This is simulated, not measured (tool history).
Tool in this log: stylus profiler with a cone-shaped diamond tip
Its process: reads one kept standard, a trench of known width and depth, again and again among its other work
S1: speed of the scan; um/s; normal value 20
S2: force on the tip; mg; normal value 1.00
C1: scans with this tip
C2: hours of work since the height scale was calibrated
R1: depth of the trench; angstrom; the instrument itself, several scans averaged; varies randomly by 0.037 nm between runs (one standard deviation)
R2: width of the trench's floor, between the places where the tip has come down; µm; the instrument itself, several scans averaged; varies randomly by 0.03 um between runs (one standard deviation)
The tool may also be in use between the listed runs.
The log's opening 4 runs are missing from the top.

run,hour,S1,S2,C1,C2,R1,R2
5,293.1,20,1.00,4036,424,1010.2,97.82
6,345.9,20,1.00,4238,445,1010.1,97.84
7,423.9,20,1.00,4536,476,1010.1,97.82
8,480.2,20,1.00,4752,499,1010.5,97.83
9,571.1,19,1.00,5099,535,1010.8,97.88
10,659.2,34,1.00,5436,571,1010.7,97.71
11,730.4,34,1.00,5708,599,1009.9,97.74
12,796.5,34,1.00,5961,626,1010.8,97.78
13,863.0,34,1.00,6215,652,1010.5,97.73
14,926.9,34,1.00,6459,678,1011.0,97.70
15,1002.4,20,1.00,6748,708,1011.0,97.77
16,1082.9,43,1.38,7056,741,1012.8,97.71
17,1133.5,36,0.52,7249,761,1008.2,97.62
18,1177.8,6,1.47,7419,779,1013.7,97.89
19,1269.7,10,1.70,7770,816,1015.0,97.92
20,1347.9,6,1.60,8069,847,1014.6,97.86
21,1418.5,53,1.66,8339,875,1015.4,97.61
# hour 1432.3: height scale calibrated on a step standard
22,1467.7,56,2.79,8525,14,1018.1,97.70
23,1544.2,56,2.79,8817,45,1018.2,97.66
24,1595.7,56,2.79,9014,66,1017.2,97.68
25,1683.9,56,2.79,9351,101,1017.4,97.66
26,1746.5,20,2.29,9591,126,1014.4,97.74
27,1815.5,44,0.70,9854,154,1007.0,97.51

Run 28 comes next. What will it give?
28,1893.6,10,0.58,10153,185,?,?

Run 28 produced R1 1006.3 angstrom, R2 97.73 µm.
On a tool with no hidden condition, and with the same random variation, this run would have come out at R1 1006.0 angstrom, R2 97.91 µm.
